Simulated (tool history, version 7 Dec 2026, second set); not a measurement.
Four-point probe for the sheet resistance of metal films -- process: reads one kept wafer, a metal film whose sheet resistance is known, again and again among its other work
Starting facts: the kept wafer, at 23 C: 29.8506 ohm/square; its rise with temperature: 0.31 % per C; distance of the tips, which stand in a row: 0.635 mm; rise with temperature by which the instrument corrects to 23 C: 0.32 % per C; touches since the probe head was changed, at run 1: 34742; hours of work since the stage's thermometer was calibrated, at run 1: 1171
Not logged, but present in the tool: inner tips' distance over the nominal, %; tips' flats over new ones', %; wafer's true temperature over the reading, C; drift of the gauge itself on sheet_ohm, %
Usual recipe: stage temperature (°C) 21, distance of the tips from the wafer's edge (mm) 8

run,hour,stage temperature (°C),distance of the tips from the wafer's edge (mm),touches since the probe head was changed,hours of work since the stage's thermometer was calibrated,sheet resistance as the instrument gives it (ohm/square)
1,0.0,21,8,34742,1171,29.970121
2,20.5,21,8,35603,1183,29.974485
3,41.3,21,8,36479,1196,29.977425
4,64.7,21,8,37461,1211,29.976267
5,85.8,21,8,38350,1224,29.969634
6,98.4,21,8,38877,1232,29.978884
7,111.4,21,8,39424,1240,29.985481
8,127.2,21,8,40087,1250,29.987291
9,149.5,21,8,41029,1264,29.972931
10,171.0,21,8,41930,1277,29.980292
11,190.1,21,8,42735,1289,29.992684
# hour 192.4: stage's thermometer calibrated
12,207.8,21,8,43457,10,29.977937
13,227.1,21,8,44268,22,29.973943
14,246.0,21,67,45063,33,29.894721
15,268.2,20,8,45996,47,29.978541
16,283.4,20,8,46633,57,29.993866
17,304.7,20,8,47531,70,29.985890
# hour 315.7: stage's thermometer calibrated, once more
18,323.1,20,8,48283,5,30.027660
19,346.6,20,4,49270,19,30.334012
20,357.1,20,12,49712,26,29.966282
21,376.4,20,12,50521,38,29.968116
22,393.9,20,33,51259,49,29.920824
23,418.0,20,33,52273,64,29.930236
24,439.0,20,33,53156,77,29.937190

The next listed run, before its measurement:
25,452.0,28,26,53701,85,?

sheet resistance as the instrument gives it (ohm/square): 29.902668
Without the tool's hidden state the same run would have given sheet resistance as the instrument gives it (ohm/square) 29.836742.
